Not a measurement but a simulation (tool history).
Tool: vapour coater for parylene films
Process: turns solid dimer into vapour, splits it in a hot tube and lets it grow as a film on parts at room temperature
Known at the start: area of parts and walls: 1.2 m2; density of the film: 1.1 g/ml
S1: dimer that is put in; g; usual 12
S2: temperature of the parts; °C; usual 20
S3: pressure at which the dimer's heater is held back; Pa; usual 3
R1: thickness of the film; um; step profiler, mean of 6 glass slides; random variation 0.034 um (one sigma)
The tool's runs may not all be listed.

{"run": 1, "hour": 0.0, "S1": 12, "S2": 20, "S3": 3, "R1": 7.54}
{"run": 2, "hour": 17.3, "S1": 12, "S2": 14, "S3": 3, "R1": 8.9}
{"run": 3, "hour": 35.6, "S1": 12, "S2": 14, "S3": 3, "R1": 8.86}
{"run": 4, "hour": 48.5, "S1": 12, "S2": 14, "S3": 3, "R1": 9.03}
{"run": 5, "hour": 65.7, "S1": 12, "S2": 20, "S3": 5.08, "R1": 7.06}
{"run": 6, "hour": 80.4, "S1": 12, "S2": 20, "S3": 3, "R1": 7.55}
{"run": 7, "hour": 99.2, "S1": 12, "S2": 20, "S3": 3, "R1": 7.57}
{"run": 8, "hour": 116.1, "S1": 12, "S2": 20, "S3": 3, "R1": 7.59}
{"run": 9, "hour": 130.6, "S1": 12, "S2": 20, "S3": 3.73, "R1": 7.4}
{"run": 10, "hour": 147.4, "S1": 12, "S2": 20, "S3": 3.73, "R1": 7.45}
{"run": 11, "hour": 162.2, "S1": 12, "S2": 20, "S3": 3.73, "R1": 7.38}
{"run": 12, "hour": 180.7, "S1": 12, "S2": 20, "S3": 3.73, "R1": 7.38}
{"run": 13, "hour": 192.2, "S1": 12, "S2": 20, "S3": 3.73, "R1": 7.35}
{"run": 14, "hour": 206.6, "S1": 12, "S2": 20, "S3": 3.73, "R1": 7.48}
{"run": 15, "hour": 227.7, "S1": 12, "S2": 20, "S3": 3.73, "R1": 7.4}
{"run": 16, "hour": 244.7, "S1": 12, "S2": 20, "S3": 3.73, "R1": 7.39}
{"run": 17, "hour": 255.2, "S1": 13, "S2": 15, "S3": 5.21, "R1": 8.99}
{"run": 18, "hour": 268.4, "S1": 13, "S2": 15, "S3": 5.21, "R1": 8.97}
{"run": 19, "hour": 286.8, "S1": 6, "S2": 20, "S3": 5.45, "R1": 3.52}
{"run": 20, "hour": 299.7, "S1": 17, "S2": 20, "S3": 10.59, "R1": 9.13}
{"run": 21, "hour": 316.9, "S1": 5, "S2": 25, "S3": 4.31, "R1": 2.58}
{"run": 22, "hour": 327.8, "S1": 12, "S2": 20, "S3": 3.36, "R1": 7.5}
{"run": 23, "hour": 342.4, "S1": 19, "S2": 20, "S3": 3.36, "R1": 11.99}
{"run": 24, "hour": 362.0, "S1": 19, "S2": 17, "S3": 3.36, "R1": 13.17}
{"run": 25, "hour": 376.0, "S1": 21, "S2": 15, "S3": 2.33, "R1": 15.9}

Run 26 comes next. What will it give?
{"run": 26, "hour": 396.6, "S1": 21, "S2": 15, "S3": 2.33, "R1": "?"}

R1: 15.91 um
Without the tool's hidden state the same run would have given R1 15.65 um.
